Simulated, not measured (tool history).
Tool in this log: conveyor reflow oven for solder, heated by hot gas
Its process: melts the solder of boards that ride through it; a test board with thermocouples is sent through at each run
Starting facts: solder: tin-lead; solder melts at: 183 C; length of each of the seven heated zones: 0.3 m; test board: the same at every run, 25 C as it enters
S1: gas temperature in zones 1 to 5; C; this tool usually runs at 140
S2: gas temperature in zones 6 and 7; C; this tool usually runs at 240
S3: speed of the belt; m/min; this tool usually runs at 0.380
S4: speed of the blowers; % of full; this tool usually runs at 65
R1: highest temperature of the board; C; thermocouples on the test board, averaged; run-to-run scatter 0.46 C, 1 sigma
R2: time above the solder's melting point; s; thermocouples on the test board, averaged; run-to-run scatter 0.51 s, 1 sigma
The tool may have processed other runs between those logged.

| run | day | S1 | S2 | S3 | S4 | R1 | R2 |
|---|---|---|---|---|---|---|---|
| 1 | 0.000 | 140 | 240 | 0.380 | 65 | 227.1 | 81.8 |
| 2 | 0.717 | 140 | 247 | 0.380 | 65 | 233.6 | 85.8 |
| 3 | 1.538 | 140 | 240 | 0.380 | 65 | 226.9 | 82.9 |
| 4 | 2.162 | 140 | 240 | 0.380 | 65 | 227.1 | 81.2 |
| 5 | 2.825 | 140 | 240 | 0.380 | 65 | 226.4 | 80.7 |
| 6 | 3.312 | 140 | 240 | 0.380 | 65 | 227.4 | 81.6 |
| 7 | 4.062 | 140 | 240 | 0.380 | 65 | 226.3 | 81.4 |
| 8 | 5.075 | 140 | 240 | 0.380 | 65 | 226.5 | 81.5 |
| 9 | 5.812 | 140 | 240 | 0.380 | 65 | 227.2 | 81.4 |
| 10 | 6.450 | 140 | 240 | 0.380 | 65 | 227.2 | 81.7 |
| 11 | 7.171 | 136 | 240 | 0.380 | 65 | 225.3 | 79.4 |
| 12 | 8.121 | 140 | 240 | 0.380 | 65 | 227.8 | 80.8 |
| 13 | 8.921 | 140 | 240 | 0.380 | 65 | 227.0 | 80.6 |
| 14 | 10.029 | 140 | 240 | 0.380 | 65 | 227.9 | 82.4 |
| 15 | 11.004 | 140 | 240 | 0.380 | 65 | 226.4 | 81.2 |
| 16 | 11.471 | 128 | 245 | 0.379 | 65 | 230.1 | 78.5 |
| 17 | 12.483 | 140 | 250 | 0.380 | 65 | 235.8 | 86.6 |
| 18 | 13.233 | 140 | 241 | 0.364 | 65 | 228.5 | 85.8 |
| 19 | 14.138 | 140 | 241 | 0.364 | 65 | 229.8 | 86.1 |
| 20 | 15.208 | 126 | 253 | 0.380 | 65 | 236.7 | 82.3 |
| 21 | 15.746 | 140 | 242 | 0.380 | 65 | 227.4 | 82.3 |
| 22 | 16.638 | 142 | 240 | 0.362 | 84 | 229.3 | 89.6 |
| 23 | 17.312 | 142 | 240 | 0.362 | 84 | 230.7 | 88.6 |
| 24 | 17.829 | 142 | 240 | 0.362 | 84 | 230.9 | 89.1 |
| 25 | 18.875 | 142 | 240 | 0.362 | 84 | 231.0 | 89.5 |
| 26 | 19.454 | 137 | 237 | 0.432 | 84 | 221.4 | 65.6 |
| 27 | 20.517 | 137 | 237 | 0.432 | 84 | 220.9 | 65.7 |
| 28 | 21.058 | 129 | 251 | 0.366 | 76 | 237.4 | 87.9 |
| 29 | 21.779 | 135 | 250 | 0.420 | 59 | 229.0 | 73.5 |
| 30 | 22.671 | 128 | 240 | 0.380 | 77 | 226.4 | 76.2 |

Below, some changes in R1 between adjacent runs. For each, the amount present without the hidden state too (settings, incoming material, random variation) and the amount remaining for the hidden state with gauge scatter not shared by both compared results:
Hidden state present: heat that the gas passes to the board, % of a clean oven's; belt's true speed, % of the reading; true gas temperature in zones 6 and 7 over the reading, C; drift of the gauge itself on peak_c, C; drift of the gauge itself on liquid_s, %.
Run 15 -> 16: S1 140 -> 128, S2 240 -> 245, S3 0.380 -> 0.379. R1 +3.7 C: hidden state -0.3, all else +4.0.
Run 19 -> 20: S1 140 -> 126, S2 241 -> 253, S3 0.364 -> 0.380. R1 +6.9 C: hidden state -0.6, all else +7.5.
Run 20 -> 21: S1 126 -> 140, S2 253 -> 242. R1 -9.3 C: hidden state +0.3, all else -9.6.
Run 25 -> 26: S1 142 -> 137, S2 240 -> 237, S3 0.362 -> 0.432. R1 -9.6 C: hidden state -0.7, all else -8.9.
Run 27 -> 28: S1 137 -> 129, S2 237 -> 251, S3 0.432 -> 0.366, S4 84 -> 76. R1 +16.5 C: hidden state +0.3, all else +16.2.
